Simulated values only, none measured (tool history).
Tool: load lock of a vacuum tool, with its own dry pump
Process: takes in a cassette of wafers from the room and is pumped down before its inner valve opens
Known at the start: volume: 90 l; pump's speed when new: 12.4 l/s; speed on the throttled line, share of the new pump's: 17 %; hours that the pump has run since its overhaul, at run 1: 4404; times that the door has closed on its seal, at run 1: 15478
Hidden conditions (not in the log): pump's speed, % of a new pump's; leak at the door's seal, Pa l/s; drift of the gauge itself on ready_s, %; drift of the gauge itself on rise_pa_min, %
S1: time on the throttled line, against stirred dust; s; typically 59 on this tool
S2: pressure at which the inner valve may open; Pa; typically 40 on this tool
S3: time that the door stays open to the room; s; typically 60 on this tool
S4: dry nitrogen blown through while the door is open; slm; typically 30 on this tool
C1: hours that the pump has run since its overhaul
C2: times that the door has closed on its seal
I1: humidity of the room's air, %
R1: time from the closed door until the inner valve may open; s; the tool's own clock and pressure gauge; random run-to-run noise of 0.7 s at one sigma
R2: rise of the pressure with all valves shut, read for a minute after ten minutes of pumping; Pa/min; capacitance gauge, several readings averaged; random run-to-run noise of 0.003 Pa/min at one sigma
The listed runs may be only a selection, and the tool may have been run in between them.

{"run": 1, "hour": 0.0, "S1": 59, "S2": 40, "S3": 60, "S4": 30, "C1": 4404, "C2": 15478, "I1": 49.7, "R1": 109.6, "R2": 0.081}
{"run": 2, "hour": 122.3, "S1": 59, "S2": 40, "S3": 60, "S4": 30, "C1": 4526, "C2": 16044, "I1": 41.0, "R1": 110.3, "R2": 0.087}
{"run": 3, "hour": 207.4, "S1": 59, "S2": 40, "S3": 60, "S4": 30, "C1": 4611, "C2": 16438, "I1": 46.2, "R1": 109.9, "R2": 0.093}
{"run": 4, "hour": 316.7, "S1": 58, "S2": 40, "S3": 60, "S4": 30, "C1": 4720, "C2": 16944, "I1": 42.6, "R1": 110.0, "R2": 0.091}
{"run": 5, "hour": 476.9, "S1": 58, "S2": 40, "S3": 60, "S4": 30, "C1": 4881, "C2": 17685, "I1": 44.6, "R1": 109.8, "R2": 0.088}
{"run": 6, "hour": 637.4, "S1": 58, "S2": 40, "S3": 60, "S4": 30, "C1": 5041, "C2": 18428, "I1": 43.8, "R1": 109.1, "R2": 0.099}
{"run": 7, "hour": 760.1, "S1": 59, "S2": 40, "S3": 60, "S4": 30, "C1": 5164, "C2": 18995, "I1": 46.0, "R1": 110.4, "R2": 0.104}
{"run": 8, "hour": 953.5, "S1": 59, "S2": 40, "S3": 60, "S4": 30, "C1": 5357, "C2": 19890, "I1": 43.4, "R1": 110.1, "R2": 0.103}
{"run": 9, "hour": 1098.6, "S1": 76, "S2": 40, "S3": 60, "S4": 30, "C1": 5502, "C2": 20561, "I1": 44.5, "R1": 124.1, "R2": 0.107}
{"run": 10, "hour": 1188.0, "S1": 76, "S2": 40, "S3": 60, "S4": 30, "C1": 5592, "C2": 20975, "I1": 46.6, "R1": 125.3, "R2": 0.113}
{"run": 11, "hour": 1327.0, "S1": 59, "S2": 40, "S3": 60, "S4": 15, "C1": 5731, "C2": 21618, "I1": 47.0, "R1": 112.1, "R2": 0.125}
{"run": 12, "hour": 1485.4, "S1": 41, "S2": 40, "S3": 60, "S4": 15, "C1": 5889, "C2": 22351, "I1": 45.4, "R1": 98.1, "R2": 0.123}
{"run": 13, "hour": 1649.4, "S1": 41, "S2": 40, "S3": 60, "S4": 15, "C1": 6053, "C2": 23110, "I1": 40.2, "R1": 97.7, "R2": 0.123}
{"run": 14, "hour": 1786.7, "S1": 41, "S2": 40, "S3": 30, "S4": 15, "C1": 6190, "C2": 23745, "I1": 43.5, "R1": 98.1, "R2": 0.121}
{"run": 15, "hour": 1956.1, "S1": 41, "S2": 40, "S3": 66, "S4": 15, "C1": 6360, "C2": 24529, "I1": 46.9, "R1": 98.6, "R2": 0.132}
{"run": 16, "hour": 2106.8, "S1": 41, "S2": 53, "S3": 47, "S4": 15, "C1": 6511, "C2": 25226, "I1": 45.8, "R1": 94.2, "R2": 0.135}
{"run": 17, "hour": 2239.6, "S1": 41, "S2": 53, "S3": 47, "S4": 15, "C1": 6643, "C2": 25840, "I1": 47.2, "R1": 96.1, "R2": 0.143}
{"run": 18, "hour": 2326.1, "S1": 41, "S2": 53, "S3": 47, "S4": 15, "C1": 6730, "C2": 26241, "I1": 47.5, "R1": 96.6, "R2": 0.142}
{"run": 19, "hour": 2416.2, "S1": 49, "S2": 53, "S3": 39, "S4": 15, "C1": 6820, "C2": 26658, "I1": 47.9, "R1": 103.1, "R2": 0.146}
{"run": 20, "hour": 2528.5, "S1": 49, "S2": 53, "S3": 39, "S4": 15, "C1": 6932, "C2": 27177, "I1": 46.0, "R1": 103.1, "R2": 0.146}
{"run": 21, "hour": 2622.3, "S1": 49, "S2": 53, "S3": 39, "S4": 15, "C1": 7026, "C2": 27611, "I1": 48.9, "R1": 103.0, "R2": 0.151}
{"run": 22, "hour": 2742.7, "S1": 49, "S2": 53, "S3": 39, "S4": 15, "C1": 7146, "C2": 28168, "I1": 49.8, "R1": 102.5, "R2": 0.156}
{"run": 23, "hour": 2938.2, "S1": 59, "S2": 68, "S3": 60, "S4": 30, "C1": 7342, "C2": 29073, "I1": 45.3, "R1": 110.5, "R2": 0.157}
{"run": 24, "hour": 3102.1, "S1": 80, "S2": 55, "S3": 60, "S4": 40, "C1": 7506, "C2": 29831, "I1": 46.0, "R1": 129.6, "R2": 0.156}
{"run": 25, "hour": 3244.8, "S1": 59, "S2": 40, "S3": 60, "S4": 45, "C1": 7648, "C2": 30491, "I1": 47.8, "R1": 114.0, "R2": 0.159}

5 ways to go on from here, each from the tool as it stands after run 25. What would each give?
{"run": "A", "hour": 3403.2, "S1": 59, "S2": 38, "S3": 60, "S4": 20, "C1": 7807, "C2": 31224, "I1": 42.1, "R1": "?", "R2": "?"}
{"run": "B", "hour": 3403.2, "S1": 67, "S2": 32, "S3": 60, "S4": 33, "C1": 7807, "C2": 31224, "I1": 43.7, "R1": "?", "R2": "?"}
{"run": "C", "hour": 3403.2, "S1": 59, "S2": 40, "S3": 53, "S4": 6, "C1": 7807, "C2": 31224, "I1": 45.9, "R1": "?", "R2": "?"}
{"run": "D", "hour": 3403.2, "S1": 59, "S2": 40, "S3": 107, "S4": 12, "C1": 7807, "C2": 31224, "I1": 48.6, "R1": "?", "R2": "?"}
{"run": "E", "hour": 3403.2, "S1": 84, "S2": 40, "S3": 83, "S4": 45, "C1": 7807, "C2": 31224, "I1": 45.3, "R1": "?", "R2": "?"}

run=A R1=114.4 R2=0.168
run=B R1=122.9 R2=0.159
run=C R1=115.4 R2=0.177
run=D R1=113.9 R2=0.194
run=E R1=135.2 R2=0.169
Stripped of hidden state, with their random variation kept, the same runs would have yielded:
run=A R1=105.6 R2=0.028
run=B R1=114.1 R2=0.020
run=C R1=106.7 R2=0.036
run=D R1=105.2 R2=0.052
run=E R1=127.2 R2=0.028
